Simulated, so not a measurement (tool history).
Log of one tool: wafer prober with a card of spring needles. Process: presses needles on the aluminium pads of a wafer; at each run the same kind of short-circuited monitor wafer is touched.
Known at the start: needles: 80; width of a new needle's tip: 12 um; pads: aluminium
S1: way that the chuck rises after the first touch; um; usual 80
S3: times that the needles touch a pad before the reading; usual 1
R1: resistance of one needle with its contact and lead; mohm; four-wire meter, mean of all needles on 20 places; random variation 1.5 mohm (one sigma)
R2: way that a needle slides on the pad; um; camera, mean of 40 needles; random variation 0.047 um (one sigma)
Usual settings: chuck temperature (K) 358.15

Run 1, hour 0.0: usual settings. Result: R1 173 mohm, R2 17.90 um.
At hour 1.6: tips cleaned on abrasive film.
At hour 9.9: tips cleaned on abrasive film.
Run 2, hour 9.9: usual settings but S1 69 um. Result: R1 152 mohm, R2 15.38 um.
Run 3, hour 17.0: usual settings but S1 69 um. Result: R1 172 mohm, R2 15.36 um.
At hour 18.3: tips cleaned on abrasive film.
Run 4, hour 25.8: usual settings. Result: R1 172 mohm, R2 17.87 um.
At hour 26.6: tips cleaned on abrasive film.
Run 5, hour 30.3: usual settings. Result: R1 159 mohm, R2 17.81 um.
At hour 35.5: tips cleaned on abrasive film.
Run 6, hour 36.1: usual settings. Result: R1 158 mohm, R2 17.87 um.
At hour 43.8: tips cleaned on abrasive film.
Run 7, hour 44.9: usual settings. Result: R1 159 mohm, R2 17.79 um.
Run 8, hour 49.3: usual settings but S1 76 um. Result: R1 165 mohm, R2 16.98 um.
At hour 52.7: tips cleaned on abrasive film.
Run 9, hour 56.5: usual settings but S1 76 um. Result: R1 165 mohm, R2 16.80 um.
At hour 61.5: tips cleaned on abrasive film.
Run 10, hour 63.7: usual settings but S1 76 um. Result: R1 156 mohm, R2 16.86 um.
At hour 69.9: tips cleaned on abrasive film.
Run 11, hour 71.1: usual settings but S1 76 um. Result: R1 157 mohm, R2 16.84 um.
At hour 78.2: tips cleaned on abrasive film.
Run 12, hour 81.0: usual settings but S1 76 um. Result: R1 157 mohm, R2 16.83 um.
At hour 86.7: tips cleaned on abrasive film.
Run 13, hour 86.8: usual settings but S1 92 um. Result: R1 151 mohm, R2 20.51 um.
Run 14, hour 92.2: usual settings but S1 83 um, chuck temperature (K) 316.15. Result: R1 158 mohm, R2 18.46 um.
At hour 95.5: tips cleaned on abrasive film.
Run 15, hour 101.5: usual settings but S1 83 um, chuck temperature (K) 316.15. Result: R1 158 mohm, R2 18.44 um.
At hour 104.6: tips cleaned on abrasive film.
Run 16, hour 108.5: usual settings but S1 83 um, chuck temperature (K) 316.15. Result: R1 155 mohm, R2 18.51 um.
At hour 112.9: tips cleaned on abrasive film.
Run 17, hour 112.9: usual settings but chuck temperature (K) 333.15. Result: R1 149 mohm, R2 17.68 um.
Run 18, hour 117.8: usual settings but chuck temperature (K) 316.15. Result: R1 157 mohm, R2 17.75 um.

Forecast each of these 3 alternatives for the next run:
At hour 121.9: tips cleaned on abrasive film.
Run A, hour 127.6: usual settings but S1 78 um. Result: R1 ?, R2 ?.
At hour 121.9: tips cleaned on abrasive film.
Run B, hour 127.6: usual settings but S1 73 um, chuck temperature (K) 316.15, S3 2. Result: R1 ?, R2 ?.
At hour 121.9: tips cleaned on abrasive film.
Run C, hour 127.6: usual settings but S1 68 um, chuck temperature (K) 341.15. Result: R1 ?, R2 ?.

run   R1     R2
  A  165  17.15
  B  154  16.14
  C  167  14.98
Without the tool's hidden state the same runs would have given:
run   R1     R2
  A  150  17.49
  B  144  16.48
  C  150  15.32
